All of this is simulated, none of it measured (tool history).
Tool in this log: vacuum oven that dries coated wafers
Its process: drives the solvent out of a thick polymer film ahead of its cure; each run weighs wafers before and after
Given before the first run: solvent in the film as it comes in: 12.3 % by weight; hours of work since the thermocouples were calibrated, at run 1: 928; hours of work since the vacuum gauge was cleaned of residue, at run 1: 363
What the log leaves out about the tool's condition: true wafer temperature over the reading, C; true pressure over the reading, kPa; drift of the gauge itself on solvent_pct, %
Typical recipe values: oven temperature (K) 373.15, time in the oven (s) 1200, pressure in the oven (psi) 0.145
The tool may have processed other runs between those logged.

run	hour	oven temperature (K)	time in the oven (s)	pressure in the oven (psi)	hours of work since the thermocouples were calibrated	hours of work since the vacuum gauge was cleaned of residue	solvent left in the film (%)
1	0	373.15	1200	0.145	928	363	2.13
2	37.5	373.15	1200	0.145	948	383	2.11
3	72	373.15	1200	0.432	966	401	3.06
4	103.9	360.15	1200	0.145	983	418	5.03
5	131.8	373.15	1560	0.145	997	433	1.51
6	160.5	373.15	1200	0.145	1012	448	2.16
7	179.6	373.15	1860	0.145	1023	458	1.2
8	218.9	373.15	1860	0.145	1043	478	1.14
9	237.9	373.15	1860	0.145	1053	488	1.18
10	261	373.15	1860	0.145	1065	501	1.19
11	295.5	373.15	1200	0.145	1084	519	2.23
12	323.1	373.15	1200	0.145	1098	533	2.17
13	354.2	373.15	660	0.145	1115	550	4.23
14	373.1	373.15	1200	0.084	1124	560	1.96
15	398.9	373.15	1200	0.084	1138	573	2.08
16	428.6	373.15	1200	0.145	1154	589	2.24
17	457.4	373.15	1200	0.145	1169	604	2.19
18	486.4	373.15	1200	0.344	1184	619	2.78
19	527.5	373.15	1200	0.344	1206	641	2.8
20	547.3	373.15	1200	0.145	1216	651	2.2
21	581.9	373.15	1980	0.145	1234	670	1.12
22	621	373.15	1980	0.145	1255	690	1.17
23	643.5	373.15	900	0.145	1267	702	3.11
# hour 652.3: oven's thermocouples calibrated
24	678.1	373.15	1200	0.145	14	719	1.92
25	713.8	373.15	1200	0.145	32	738	1.98

What will run 26 give?
26	749.1	371.15	1620	0.125	51	757	?

solvent left in the film (%): 1.57
With no hidden state in the tool, this same run would have given solvent left in the film (%) 1.41.

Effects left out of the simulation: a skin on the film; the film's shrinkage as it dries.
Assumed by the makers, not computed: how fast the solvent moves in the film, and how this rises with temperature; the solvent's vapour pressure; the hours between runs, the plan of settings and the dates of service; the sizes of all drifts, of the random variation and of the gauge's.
